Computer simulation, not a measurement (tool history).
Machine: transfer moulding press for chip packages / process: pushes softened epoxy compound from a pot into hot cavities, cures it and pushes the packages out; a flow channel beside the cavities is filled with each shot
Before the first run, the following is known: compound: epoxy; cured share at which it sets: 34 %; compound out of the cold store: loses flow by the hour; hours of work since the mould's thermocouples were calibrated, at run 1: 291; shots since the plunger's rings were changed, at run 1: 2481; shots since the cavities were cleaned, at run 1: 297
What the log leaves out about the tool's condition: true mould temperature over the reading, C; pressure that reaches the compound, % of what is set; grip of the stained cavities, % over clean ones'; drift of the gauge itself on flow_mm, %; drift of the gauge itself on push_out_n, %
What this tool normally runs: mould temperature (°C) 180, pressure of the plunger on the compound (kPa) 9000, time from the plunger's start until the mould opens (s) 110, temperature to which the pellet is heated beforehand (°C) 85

| run | day | mould temperature (°C) | pressure of the plunger on the compound (kPa) | time from the plunger's start until the mould opens (s) | temperature to which the pellet is heated beforehand (°C) | hours of work since the mould's thermocouples were calibrated | shots since the plunger's rings were changed | shots since the cavities were cleaned | incoming compound's hours out of the cold store | length that the compound runs in the flow channel (mm) | greatest force on the pins that push the packages out (N) |
|---|---|---|---|---|---|---|---|---|---|---|---|
| 1 | 0.000 | 180 | 9000 | 110 | 85 | 291 | 2481 | 297 | 34.5 | 870 | 769 |
| 2 | 0.367 | 180 | 8030 | 110 | 85 | 297 | 2584 | 400 | 28.6 | 849 | 817 |
| 3 | 0.883 | 180 | 8030 | 110 | 85 | 305 | 2728 | 544 | 10.5 | 935 | 858 |
|  | 1.288 | plunger's sealing rings changed |
| 4 | 1.433 | 180 | 9000 | 110 | 83 | 311 | 41 | 669 | 11.3 | 1012 | 894 |
| 5 | 1.900 | 180 | 9000 | 110 | 85 | 318 | 171 | 799 | 36.3 | 881 | 931 |
|  | 2.221 | cavities cleaned with cleaning compound and waxed |
| 6 | 2.238 | 180 | 9000 | 110 | 85 | 323 | 248 | 4 | 24.0 | 941 | 433 |
| 7 | 2.650 | 180 | 9000 | 110 | 85 | 329 | 363 | 119 | 31.8 | 900 | 550 |
| 8 | 2.921 | 180 | 10550 | 110 | 85 | 333 | 439 | 195 | 12.5 | 1083 | 657 |
| 9 | 3.404 | 180 | 10550 | 110 | 85 | 341 | 575 | 331 | 21.8 | 1029 | 737 |
| 10 | 3.650 | 180 | 10550 | 110 | 85 | 344 | 644 | 400 | 43.5 | 915 | 737 |
| 11 | 4.067 | 180 | 10550 | 110 | 85 | 351 | 760 | 516 | 46.2 | 902 | 803 |
| 12 | 4.579 | 180 | 10550 | 110 | 85 | 359 | 904 | 660 | 8.6 | 1100 | 934 |
| 13 | 5.033 | 188 | 9000 | 110 | 85 | 366 | 1030 | 786 | 43.8 | 830 | 724 |
|  | 5.392 | cavities cleaned with cleaning compound and waxed |
| 14 | 5.500 | 188 | 9000 | 110 | 85 | 372 | 1143 | 30 | 9.1 | 996 | 404 |
| 15 | 5.783 | 180 | 9000 | 110 | 85 | 376 | 1222 | 109 | 44.6 | 835 | 540 |
|  | 5.908 | mould's thermocouples calibrated |
| 16 | 6.183 | 180 | 6920 | 110 | 85 | 4 | 1311 | 198 | 17.7 | 849 | 646 |
| 17 | 6.438 | 180 | 8240 | 110 | 86 | 8 | 1382 | 269 | 35.0 | 842 | 688 |
| 18 | 6.888 | 177 | 7280 | 110 | 95 | 15 | 1508 | 395 | 33.5 | 799 | 876 |
| 19 | 7.308 | 180 | 9220 | 110 | 79 | 21 | 1625 | 512 | 22.1 | 949 | 808 |
| 20 | 7.546 | 180 | 9220 | 110 | 79 | 25 | 1693 | 580 | 10.2 | 1015 | 915 |
|  | 7.671 | mould's thermocouples calibrated, once more |
| 21 | 8.083 | 180 | 9000 | 110 | 81 | 6 | 1819 | 706 | 45.7 | 831 | 850 |
| 22 | 8.438 | 176 | 9000 | 110 | 81 | 12 | 1919 | 806 | 17.3 | 970 | 1187 |
|  | 8.754 | cavities cleaned with cleaning compound and waxed |
| 23 | 8.817 | 178 | 9000 | 110 | 81 | 17 | 2006 | 17 | 31.5 | 892 | 488 |
| 24 | 9.129 | 181 | 7820 | 112 | 81 | 21 | 2095 | 106 | 45.1 | 765 | 501 |
| 25 | 9.479 | 182 | 7820 | 101 | 81 | 27 | 2192 | 203 | 20.5 | 874 | 668 |
| 26 | 9.725 | 180 | 10990 | 106 | 88 | 31 | 2261 | 272 | 37.6 | 951 | 671 |
| 27 | 10.038 | 180 | 10990 | 135 | 81 | 35 | 2348 | 359 | 19.5 | 1046 | 619 |
| 28 | 10.417 | 180 | 10990 | 135 | 81 | 41 | 2455 | 466 | 15.7 | 1068 | 696 |
| 29 | 10.629 | 178 | 8050 | 137 | 81 | 44 | 2514 | 525 | 47.8 | 771 | 705 |
| 30 | 10.862 | 178 | 8050 | 97 | 80 | 48 | 2579 | 590 | 36.1 | 821 | 1141 |

Branching from run 30: 3 alternative next runs. What would each branch give?
| A | 11.233 | 178 | 7430 | 97 | 80 | 54 | 2683 | 694 | 14.6 | ? | ? |
| B | 11.233 | 177 | 9890 | 97 | 80 | 54 | 2683 | 694 | 34.9 | ? | ? |
| C | 11.233 | 181 | 8050 | 97 | 80 | 54 | 2683 | 694 | 42.3 | ? | ? |

| run | length that the compound runs in the flow channel (mm) | greatest force on the pins that push the packages out (N) |
|---|---|---|
| A | 879 | 1279 |
| B | 917 | 1334 |
| C | 789 | 998 |
With no hidden state in the tool, these same runs would have given:
| run | length that the compound runs in the flow channel (mm) | greatest force on the pins that push the packages out (N) |
|---|---|---|
| A | 903 | 615 |
| B | 942 | 643 |
| C | 810 | 478 |

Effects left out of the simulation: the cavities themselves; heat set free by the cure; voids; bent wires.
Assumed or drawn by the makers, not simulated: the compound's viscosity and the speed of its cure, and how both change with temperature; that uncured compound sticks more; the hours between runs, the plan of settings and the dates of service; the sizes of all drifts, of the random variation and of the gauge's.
